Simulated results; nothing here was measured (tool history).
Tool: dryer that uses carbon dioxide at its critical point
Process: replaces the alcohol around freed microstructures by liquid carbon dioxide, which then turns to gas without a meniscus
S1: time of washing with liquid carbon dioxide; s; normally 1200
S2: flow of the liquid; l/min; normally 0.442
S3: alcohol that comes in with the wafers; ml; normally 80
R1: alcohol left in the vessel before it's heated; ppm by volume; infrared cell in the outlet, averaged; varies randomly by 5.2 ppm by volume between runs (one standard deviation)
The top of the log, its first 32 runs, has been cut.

run   hour    S1     S2  S3    R1
 33  636.7  1200  0.290  57  1320
 34  649.6   720  0.464  57  1371
 35  668.9  1560  0.323  67   426
 36  686.2   840  0.323  67  3566
 37  706.8   840  0.323  67  3479
 38  721.3   900  0.474  80   800
 39  746.0   720  0.493  80  1655
 40  773.1   720  0.493  80  1691
 41  794.6  1020  0.688  25   200
 42  806.2  1020  0.373  34   753
 43  818.1  1200  0.442  72   428
 44  839.5   840  0.663  25   234
     866.4  -- inlet filter changed
 45  866.7  1320  0.637  48   200
 46  878.0  1200  0.471  31   229

What if the next run were any one of these 5? Each begins from the tool's condition after run 46:
  A  893.2  1020  0.471  93   ?
  B  893.2  1560  0.493  83   ?
  C  893.2  1320  0.304  80   ?
  D  893.2   960  0.473  31   ?
  E  893.2  1800  0.473  28   ?

run   R1
  A  412
  B  214
  C  805
  D  299
  E  205
With no hidden state in the tool, these same runs would have given:
run   R1
  A  202
  B   19
  C  572
  D   96
  E   11
